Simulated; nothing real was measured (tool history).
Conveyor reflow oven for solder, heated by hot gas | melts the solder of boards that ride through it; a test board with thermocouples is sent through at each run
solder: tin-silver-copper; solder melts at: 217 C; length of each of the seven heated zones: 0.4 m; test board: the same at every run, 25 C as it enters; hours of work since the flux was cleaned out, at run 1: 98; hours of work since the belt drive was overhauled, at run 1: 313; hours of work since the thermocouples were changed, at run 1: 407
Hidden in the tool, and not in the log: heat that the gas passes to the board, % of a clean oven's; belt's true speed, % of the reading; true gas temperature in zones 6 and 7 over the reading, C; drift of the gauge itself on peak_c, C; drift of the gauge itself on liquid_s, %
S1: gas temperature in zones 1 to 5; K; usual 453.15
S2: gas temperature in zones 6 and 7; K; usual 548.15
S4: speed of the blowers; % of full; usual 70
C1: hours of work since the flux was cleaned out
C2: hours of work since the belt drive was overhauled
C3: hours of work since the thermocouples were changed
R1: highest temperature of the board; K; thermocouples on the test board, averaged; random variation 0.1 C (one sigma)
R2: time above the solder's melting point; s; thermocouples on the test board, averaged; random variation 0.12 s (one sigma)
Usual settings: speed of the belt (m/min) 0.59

run 1 day=0 | S1=453.15 S2=548.15 speed_of_the_belt_(m/min)=0.59 S4=70 | C1=98 C2=313 C3=407 | R1=533.45 R2=69.2
run 2 day=1.612 | S1=453.15 S2=548.15 speed_of_the_belt_(m/min)=0.59 S4=70 | C1=122 C2=337 C3=431 | R1=533.05 R2=69
run 3 day=3.804 | S1=453.15 S2=548.15 speed_of_the_belt_(m/min)=0.59 S4=88 | C1=154 C2=369 C3=462 | R1=536.55 R2=71.7
run 4 day=5.583 | S1=453.15 S2=548.15 speed_of_the_belt_(m/min)=0.59 S4=88 | C1=179 C2=394 C3=488 | R1=536.35 R2=71.6
run 5 day=6.833 | S1=453.15 S2=548.15 speed_of_the_belt_(m/min)=0.59 S4=88 | C1=197 C2=413 C3=506 | R1=536.45 R2=71.7
run 6 day=8.771 | S1=453.15 S2=548.15 speed_of_the_belt_(m/min)=0.59 S4=88 | C1=226 C2=441 C3=535 | R1=536.15 R2=71.4
run 7 day=9.7 | S1=453.15 S2=560.15 speed_of_the_belt_(m/min)=0.59 S4=70 | C1=239 C2=454 C3=548 | R1=543.15 R2=74.7
run 8 day=10.662 | S1=453.15 S2=548.15 speed_of_the_belt_(m/min)=0.59 S4=70 | C1=253 C2=468 C3=562 | R1=532.35 R2=68.9
-- day=11.762 thermocouples of zones 6 and 7 changed
run 9 day=12.725 | S1=453.15 S2=548.15 speed_of_the_belt_(m/min)=0.59 S4=70 | C1=282 C2=497 C3=14 | R1=532.75 R2=68.8
-- day=13.938 flux residue cleaned out of gas plates and filters
run 10 day=14.062 | S1=453.15 S2=548.15 speed_of_the_belt_(m/min)=0.59 S4=70 | C1=2 C2=513 C3=30 | R1=534.35 R2=70
run 11 day=16.221 | S1=453.15 S2=548.15 speed_of_the_belt_(m/min)=0.59 S4=70 | C1=33 C2=545 C3=62 | R1=533.95 R2=70.1
run 12 day=17.658 | S1=453.15 S2=548.15 speed_of_the_belt_(m/min)=0.59 S4=70 | C1=54 C2=565 C3=83 | R1=534.05 R2=69.9
run 13 day=18.792 | S1=453.15 S2=548.15 speed_of_the_belt_(m/min)=0.59 S4=70 | C1=70 C2=582 C3=99 | R1=533.75 R2=70
run 14 day=19.979 | S1=453.15 S2=548.15 speed_of_the_belt_(m/min)=0.59 S4=70 | C1=88 C2=599 C3=116 | R1=533.85 R2=70.2
run 15 day=21.521 | S1=453.15 S2=548.15 speed_of_the_belt_(m/min)=0.59 S4=70 | C1=110 C2=621 C3=139 | R1=533.35 R2=69.9
run 16 day=23.271 | S1=450.15 S2=548.15 speed_of_the_belt_(m/min)=0.59 S4=54 | C1=135 C2=647 C3=164 | R1=528.05 R2=64.2
run 17 day=25.267 | S1=450.15 S2=548.15 speed_of_the_belt_(m/min)=0.59 S4=54 | C1=164 C2=676 C3=193 | R1=527.95 R2=64
run 18 day=26.288 | S1=450.15 S2=548.15 speed_of_the_belt_(m/min)=0.59 S4=54 | C1=179 C2=691 C3=208 | R1=527.85 R2=63.9
run 19 day=28.008 | S1=453.15 S2=559.15 speed_of_the_belt_(m/min)=0.617 S4=89 | C1=204 C2=716 C3=233 | R1=545.45 R2=72.9
-- day=28.3 belt drive overhauled, speed set with a stopwatch
run 20 day=30.25 | S1=453.15 S2=559.15 speed_of_the_belt_(m/min)=0.617 S4=89 | C1=234 C2=28 C3=263 | R1=545.45 R2=73.5
run 21 day=32.204 | S1=467.15 S2=552.15 speed_of_the_belt_(m/min)=0.618 S4=70 | C1=263 C2=57 C3=291 | R1=537.35 R2=75.3
-- day=33.767 belt drive overhauled, speed set with a stopwatch, once more
run 22 day=34.008 | S1=467.15 S2=552.15 speed_of_the_belt_(m/min)=0.614 S4=70 | C1=286 C2=4 C3=315 | R1=536.35 R2=73.2
-- day=34.788 flux residue cleaned out of gas plates and filters
run 23 day=35.546 | S1=467.15 S2=552.15 speed_of_the_belt_(m/min)=0.693 S4=54 | C1=11 C2=23 C3=334 | R1=529.25 R2=59.8
run 24 day=37.596 | S1=453.15 S2=548.15 speed_of_the_belt_(m/min)=0.474 S4=70 | C1=41 C2=53 C3=364 | R1=538.85 R2=90.4
run 25 day=38.692 | S1=453.15 S2=537.15 speed_of_the_belt_(m/min)=0.59 S4=70 | C1=57 C2=68 C3=380 | R1=523.75 R2=62.4
run 26 day=40.558 | S1=453.15 S2=537.15 speed_of_the_belt_(m/min)=0.59 S4=70 | C1=84 C2=95 C3=407 | R1=523.45 R2=62.3
run 27 day=41.904 | S1=453.15 S2=552.15 speed_of_the_belt_(m/min)=0.657 S4=50 | C1=103 C2=115 C3=427 | R1=525.65 R2=54.8
run 28 day=43.55 | S1=453.15 S2=552.15 speed_of_the_belt_(m/min)=0.657 S4=50 | C1=127 C2=139 C3=450 | R1=525.35 R2=54.5
run 29 day=45.283 | S1=439.15 S2=552.15 speed_of_the_belt_(m/min)=0.539 S4=53 | C1=152 C2=164 C3=476 | R1=531.55 R2=68.2
run 30 day=46.983 | S1=459.15 S2=559.15 speed_of_the_belt_(m/min)=0.622 S4=78 | C1=177 C2=189 C3=500 | R1=543.35 R2=72.5

Hidden state or all else? Some run-to-run changes of R1, split into what the settings, what came in and random variation would give without the hidden state, and what is left for the hidden state (with any gauge scatter that isn't in both results):
Run 9 -> 10: flux residue cleaned out of gas plates and filters. R1 +1.6 K: hidden state +1.7, all else -0.1.
Run 18 -> 19: S1 450.15 -> 453.15, S2 548.15 -> 559.15, speed of the belt (m/min) 0.59 -> 0.617, S4 54 -> 89. R1 +17.6 K: hidden state -0.6, all else +18.2.
Run 21 -> 22: speed of the belt (m/min) 0.618 -> 0.614, belt drive overhauled, speed set with a stopwatch, once more. R1 -1 K: hidden state -1, all else +0.
Run 22 -> 23: speed of the belt (m/min) 0.614 -> 0.693, S4 70 -> 54, flux residue cleaned out of gas plates and filters. R1 -7.1 K: hidden state +1.8, all else -8.9.
Run 24 -> 25: S2 548.15 -> 537.15, speed of the belt (m/min) 0.474 -> 0.59. R1 -15.1 K: hidden state -0.1, all else -15.
Run 29 -> 30: S1 439.15 -> 459.15, S2 552.15 -> 559.15, speed of the belt (m/min) 0.539 -> 0.622, S4 53 -> 78. R1 +11.8 K: hidden state -0.4, all else +12.2.
